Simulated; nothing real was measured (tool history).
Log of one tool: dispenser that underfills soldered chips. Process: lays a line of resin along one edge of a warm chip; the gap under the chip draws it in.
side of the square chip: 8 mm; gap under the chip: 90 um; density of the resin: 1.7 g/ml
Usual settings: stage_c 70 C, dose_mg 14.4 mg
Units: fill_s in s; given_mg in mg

run,hour,stage_c,dose_mg,fill_s,given_mg
1,0,70,14.4,17.2,13.37
2,4.6,70,14.4,19,13.39
# hour 7.7: new syringe of resin
3,7.8,70,12.6,16.6,11.69
4,12.1,70,12.6,19.1,11.61
# hour 16.6: new syringe of resin
5,16.6,70,14.4,15.6,13.28
# hour 19.1: dispensing valve cleaned and set on the balance
6,21.5,70,14.4,17.5,14.37
7,26,62,14.4,30.8,14.5
# hour 26.6: new syringe of resin
8,28.5,70,14.4,17.2,14.36
9,31.1,70,14.4,18.6,14.43
# hour 35.8: new syringe of resin
10,36.4,70,14.4,15.9,14.35
11,41.6,70,14.4,18.1,14.31
# hour 44.7: new syringe of resin
12,45.1,70,14.4,16.8,14.28
13,48.3,70,14.4,18.4,14.1
# hour 53.7: new syringe of resin
14,53.8,79,14.4,10.2,14.31
15,57.2,79,14.4,10.7,14.21
16,60.1,79,14.4,11.7,14.27
# hour 62.7: new syringe of resin
17,63.1,70,15.5,16.1,15.3
18,65.4,70,14.2,17,14.02
19,68.2,74,14.9,14.7,14.71
20,71.1,74,17,16,16.83
# hour 71.9: new syringe of resin
21,74,64,12.8,24.8,12.63
22,76.7,64,12.8,26,12.38
# hour 80.9: new syringe of resin
23,80.9,72,18.4,13.7,18.05
24,84.2,57,18,35,17.56
25,87.6,57,18,38.8,17.54
# hour 90.1: new syringe of resin
26,91,72,17.6,14.3,17.03
27,94.1,58,18.4,32.9,17.92
# hour 99.3: new syringe of resin
28,99.7,58,13.2,32.1,12.85
29,101.9,58,14.7,33.7,14.26
30,106.8,58,12.5,39.8,12.1
# hour 108.3: new syringe of resin
31,110.5,58,15.1,32.9,14.67
32,113.6,75,15,14,14.41
# hour 117.2: new syringe of resin
33,117.4,81,13.2,9.1,12.59
34,120.6,79,14,10.4,13.41
35,124.6,79,14,12.1,13.42

4 ways to go on from here, each from the tool as it stands after run 35. What would each give?
# hour 126.1: new syringe of resin
A,128.8,84,15.7,?,?
# hour 126.1: new syringe of resin
B,128.8,79,14.1,?,?
# hour 126.1: new syringe of resin
C,128.8,77,14.4,?,?
# hour 126.1: new syringe of resin
D,128.8,62,14,?,?

run,fill_s,given_mg
A,8.4,15.18
B,10.3,13.53
C,11.3,13.85
D,26.2,13.51
Without the tool's hidden state the same runs would have given:
run,fill_s,given_mg
A,7.9,15.81
B,9.6,14.1
C,10.6,14.43
D,24.6,14.08
